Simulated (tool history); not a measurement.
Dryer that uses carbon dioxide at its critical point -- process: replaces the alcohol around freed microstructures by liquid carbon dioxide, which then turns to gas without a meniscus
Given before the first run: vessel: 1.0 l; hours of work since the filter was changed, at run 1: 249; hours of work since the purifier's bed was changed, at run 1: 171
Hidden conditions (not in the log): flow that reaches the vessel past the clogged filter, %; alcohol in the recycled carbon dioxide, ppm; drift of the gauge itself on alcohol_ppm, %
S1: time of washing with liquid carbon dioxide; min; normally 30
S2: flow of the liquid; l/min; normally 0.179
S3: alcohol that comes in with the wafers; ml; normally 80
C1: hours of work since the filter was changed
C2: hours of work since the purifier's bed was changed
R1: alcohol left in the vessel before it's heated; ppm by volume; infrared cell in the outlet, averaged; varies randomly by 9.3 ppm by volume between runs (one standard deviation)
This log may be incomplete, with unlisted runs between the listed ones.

{"run": 1, "hour": 0.0, "S1": 30, "S2": 0.179, "S3": 80, "C1": 249, "C2": 171, "R1": 969}
{"run": 2, "hour": 20.4, "S1": 30, "S2": 0.179, "S3": 80, "C1": 256, "C2": 178, "R1": 1011}
{"run": 3, "hour": 50.3, "S1": 30, "S2": 0.179, "S3": 80, "C1": 266, "C2": 187, "R1": 1057}
{"run": 4, "hour": 73.4, "S1": 30, "S2": 0.179, "S3": 80, "C1": 273, "C2": 195, "R1": 1088}
{"hour": 92.5, "done": "inlet filter changed"}
{"run": 5, "hour": 92.5, "S1": 30, "S2": 0.179, "S3": 80, "C1": 0, "C2": 201, "R1": 540}
{"run": 6, "hour": 119.9, "S1": 30, "S2": 0.179, "S3": 80, "C1": 9, "C2": 209, "R1": 565}
{"run": 7, "hour": 138.3, "S1": 30, "S2": 0.179, "S3": 80, "C1": 15, "C2": 215, "R1": 554}
{"run": 8, "hour": 164.5, "S1": 30, "S2": 0.179, "S3": 39, "C1": 23, "C2": 224, "R1": 294}
{"run": 9, "hour": 183.9, "S1": 30, "S2": 0.179, "S3": 39, "C1": 30, "C2": 230, "R1": 288}
{"run": 10, "hour": 211.6, "S1": 20, "S2": 0.179, "S3": 80, "C1": 39, "C2": 239, "R1": 2984}
{"run": 11, "hour": 237.1, "S1": 20, "S2": 0.179, "S3": 80, "C1": 47, "C2": 248, "R1": 3047}
{"run": 12, "hour": 249.2, "S1": 20, "S2": 0.179, "S3": 80, "C1": 51, "C2": 251, "R1": 3011}
{"run": 13, "hour": 278.7, "S1": 20, "S2": 0.179, "S3": 80, "C1": 60, "C2": 261, "R1": 3097}
{"run": 14, "hour": 293.1, "S1": 20, "S2": 0.179, "S3": 80, "C1": 65, "C2": 266, "R1": 3136}
{"run": 15, "hour": 318.4, "S1": 30, "S2": 0.179, "S3": 80, "C1": 73, "C2": 274, "R1": 650}
{"run": 16, "hour": 347.1, "S1": 30, "S2": 0.179, "S3": 80, "C1": 83, "C2": 283, "R1": 701}
{"run": 17, "hour": 374.8, "S1": 30, "S2": 0.179, "S3": 80, "C1": 92, "C2": 292, "R1": 689}
{"run": 18, "hour": 387.6, "S1": 30, "S2": 0.179, "S3": 80, "C1": 96, "C2": 296, "R1": 699}
{"run": 19, "hour": 408.9, "S1": 30, "S2": 0.179, "S3": 80, "C1": 103, "C2": 303, "R1": 728}
{"run": 20, "hour": 424.7, "S1": 30, "S2": 0.179, "S3": 80, "C1": 108, "C2": 308, "R1": 717}
{"run": 21, "hour": 447.5, "S1": 25, "S2": 0.126, "S3": 112, "C1": 115, "C2": 316, "R1": 7604}
{"run": 22, "hour": 476.3, "S1": 30, "S2": 0.289, "S3": 41, "C1": 124, "C2": 325, "R1": 55}
{"run": 23, "hour": 495.0, "S1": 25, "S2": 0.164, "S3": 59, "C1": 131, "C2": 331, "R1": 1747}
{"run": 24, "hour": 521.6, "S1": 25, "S2": 0.164, "S3": 59, "C1": 139, "C2": 340, "R1": 1710}
{"run": 25, "hour": 546.2, "S1": 25, "S2": 0.164, "S3": 59, "C1": 147, "C2": 348, "R1": 1785}
{"run": 26, "hour": 561.8, "S1": 30, "S2": 0.139, "S3": 54, "C1": 152, "C2": 353, "R1": 1601}
{"run": 27, "hour": 589.4, "S1": 30, "S2": 0.244, "S3": 54, "C1": 161, "C2": 362, "R1": 131}
{"run": 28, "hour": 608.1, "S1": 25, "S2": 0.269, "S3": 80, "C1": 167, "C2": 368, "R1": 255}
{"run": 29, "hour": 626.0, "S1": 25, "S2": 0.269, "S3": 80, "C1": 173, "C2": 374, "R1": 271}
{"run": 30, "hour": 645.5, "S1": 25, "S2": 0.269, "S3": 80, "C1": 179, "C2": 380, "R1": 270}
{"run": 31, "hour": 667.3, "S1": 25, "S2": 0.269, "S3": 80, "C1": 186, "C2": 387, "R1": 280}
{"run": 32, "hour": 688.9, "S1": 47, "S2": 0.14, "S3": 80, "C1": 193, "C2": 394, "R1": 379}
{"run": 33, "hour": 704.4, "S1": 45, "S2": 0.215, "S3": 48, "C1": 198, "C2": 399, "R1": 46}
{"run": 34, "hour": 723.1, "S1": 32, "S2": 0.26, "S3": 99, "C1": 205, "C2": 405, "R1": 116}
{"run": 35, "hour": 739.6, "S1": 30, "S2": 0.179, "S3": 55, "C1": 210, "C2": 411, "R1": 668}
{"run": 36, "hour": 759.4, "S1": 30, "S2": 0.272, "S3": 55, "C1": 216, "C2": 417, "R1": 89}
{"run": 37, "hour": 775.3, "S1": 24, "S2": 0.164, "S3": 106, "C1": 222, "C2": 422, "R1": 4181}
{"run": 38, "hour": 802.0, "S1": 35, "S2": 0.133, "S3": 52, "C1": 230, "C2": 431, "R1": 1233}
{"run": 39, "hour": 831.0, "S1": 20, "S2": 0.248, "S3": 21, "C1": 240, "C2": 440, "R1": 360}
{"run": 40, "hour": 858.1, "S1": 33, "S2": 0.112, "S3": 34, "C1": 248, "C2": 449, "R1": 1872}

Predict each of these 5 candidate next runs independently; none follows another, all start after run 40:
{"run": "A", "hour": 884.8, "S1": 38, "S2": 0.302, "S3": 114, "C1": 257, "C2": 458, "R1": "?"}
{"run": "B", "hour": 884.8, "S1": 41, "S2": 0.29, "S3": 34, "C1": 257, "C2": 458, "R1": "?"}
{"run": "C", "hour": 884.8, "S1": 21, "S2": 0.181, "S3": 80, "C1": 257, "C2": 458, "R1": "?"}
{"run": "D", "hour": 884.8, "S1": 40, "S2": 0.13, "S3": 34, "C1": 257, "C2": 458, "R1": "?"}
{"run": "E", "hour": 884.8, "S1": 43, "S2": 0.179, "S3": 56, "C1": 257, "C2": 458, "R1": "?"}

run=A R1=52
run=B R1=43
run=C R1=3663
run=D R1=583
run=E R1=160
The same runs, with their run-to-run variation unchanged, on a tool lacking any hidden condition would have given:
run=A R1=7
run=B R1=2
run=C R1=2227
run=D R1=281
run=E R1=50
